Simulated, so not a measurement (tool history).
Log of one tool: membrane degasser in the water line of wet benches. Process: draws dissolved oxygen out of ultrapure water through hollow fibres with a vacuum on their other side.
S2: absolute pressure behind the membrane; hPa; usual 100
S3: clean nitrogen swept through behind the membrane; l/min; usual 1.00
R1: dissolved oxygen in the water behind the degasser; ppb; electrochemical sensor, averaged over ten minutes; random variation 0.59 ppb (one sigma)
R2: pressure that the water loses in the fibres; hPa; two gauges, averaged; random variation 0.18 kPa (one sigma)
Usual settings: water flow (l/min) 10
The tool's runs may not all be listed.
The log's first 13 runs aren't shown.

run 14 hour=993.2 | water_flow_(l/min)=10 S2=100 S3=2.92 | R1=59.6 R2=344.3
run 15 hour=1070.1 | water_flow_(l/min)=10 S2=100 S3=2.92 | R1=59.7 R2=341.4
run 16 hour=1143.7 | water_flow_(l/min)=10 S2=100 S3=2.92 | R1=59.7 R2=344.5
run 17 hour=1256.0 | water_flow_(l/min)=10 S2=100 S3=2.92 | R1=59.9 R2=343.6
run 18 hour=1326.5 | water_flow_(l/min)=14 S2=69 S3=0.43 | R1=255.7 R2=482.9
run 19 hour=1402.1 | water_flow_(l/min)=14 S2=69 S3=0.43 | R1=255.7 R2=480.7
run 20 hour=1478.1 | water_flow_(l/min)=16 S2=120 S3=1.35 | R1=254.9 R2=550.2
run 21 hour=1591.7 | water_flow_(l/min)=15 S2=118 S3=0.51 | R1=527.4 R2=514.3
run 22 hour=1712.0 | water_flow_(l/min)=8 S2=97 S3=0.46 | R1=253.8 R2=274.0

The next listed run, before its measurement:
run 23 hour=1788.9 | water_flow_(l/min)=8 S2=97 S3=0.46 | R1=? R2=?

Run 23 gave R1 254.0 ppb, R2 274.2 hPa.
Without the tool's hidden state the same run would have given R1 250.0 ppb, R2 274.0 hPa.
